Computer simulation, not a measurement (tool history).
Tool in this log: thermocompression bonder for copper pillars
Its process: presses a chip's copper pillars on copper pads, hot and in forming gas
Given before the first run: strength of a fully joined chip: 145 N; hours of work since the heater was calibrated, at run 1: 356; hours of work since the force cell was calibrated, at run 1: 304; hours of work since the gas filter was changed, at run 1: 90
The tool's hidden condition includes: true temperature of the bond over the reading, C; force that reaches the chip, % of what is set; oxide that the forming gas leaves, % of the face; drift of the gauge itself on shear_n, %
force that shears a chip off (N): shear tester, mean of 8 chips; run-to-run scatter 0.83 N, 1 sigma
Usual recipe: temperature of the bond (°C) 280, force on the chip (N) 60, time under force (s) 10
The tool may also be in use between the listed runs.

run	hour	temperature of the bond (°C)	force on the chip (N)	time under force (s)	hours of work since the heater was calibrated	hours of work since the force cell was calibrated	hours of work since the gas filter was changed	force that shears a chip off (N)
1	0.0	280	60	10	356	304	90	69.4
2	10.5	280	60	10	363	311	98	69.4
3	18.5	280	46	10	369	317	103	58.2
4	28.4	280	46	10	376	323	110	56.9
5	40.6	280	60	10	384	332	119	68.3
6	48.0	280	60	10	390	337	124	69.7
7	59.4	277	60	10	398	345	132	67.0
8	67.5	277	60	10	403	351	138	67.1
9	77.2	277	60	10	410	358	144	65.7
10	82.8	277	60	10	414	362	148	66.0
11	88.6	309	60	10	418	366	152	94.4
12	97.2	309	60	10	424	372	158	94.9
13	106.8	309	60	10	431	378	165	95.9
14	114.3	258	60	10	436	384	170	48.3
15	127.3	287	60	10	445	393	180	75.0
16	138.8	287	60	10	453	401	188	74.6
17	148.2	287	81	10	460	407	194	88.7
18	156.6	287	81	10	466	413	200	87.9
19	167.6	280	60	8	473	421	208	64.3
20	179.8	280	60	7	482	429	216	59.5
21	187.5	279	42	13	487	435	222	57.2
22	200.4	279	42	13	496	444	231	55.7
23	206.9	279	42	13	501	448	235	57.1
24	214.4	291	53	10	506	454	241	70.0
25	226.1	291	53	10	514	462	249	71.8
26	232.1	291	53	10	519	466	253	71.2
27	244.1	280	60	9	527	475	261	64.9
28	252.5	278	83	10	533	480	267	80.0
29	258.1	278	83	10	537	484	271	81.0
30	266.4	268	78	19	543	490	277	83.2
31	277.8	306	78	19	551	498	285	117.3
32	290.5	263	64	10	559	507	294	54.6
33	304.0	309	42	15	569	516	303	83.9
34	310.7	309	42	15	574	521	308	84.7
35	316.9	309	42	15	578	525	312	83.7
36	323.2	286	55	6	582	530	317	55.6
37	331.7	260	60	7	588	536	323	42.7
38	338.8	260	60	7	593	541	328	42.3
39	346.3	260	60	7	598	546	333	42.6
40	351.9	280	37	7	602	550	337	40.7

The same runs without the tool's hidden state, with the same run-to-run variation:
run	force that shears a chip off (N)
1	71.6
2	71.9
3	60.4
4	59.2
5	71.1
6	72.6
7	70.1
8	70.2
9	68.9
10	69.3
11	98.3
12	99.0
13	100.2
14	51.4
15	79.1
16	78.8
17	93.6
18	93.0
19	68.5
20	63.6
21	61.3
22	59.9
23	61.4
24	75.0
25	77.0
26	76.5
27	70.2
28	86.3
29	87.5
30	90.0
31	124.8
32	60.0
33	90.6
34	91.6
35	90.7
36	61.0
37	47.5
38	47.1
39	47.5
40	45.1
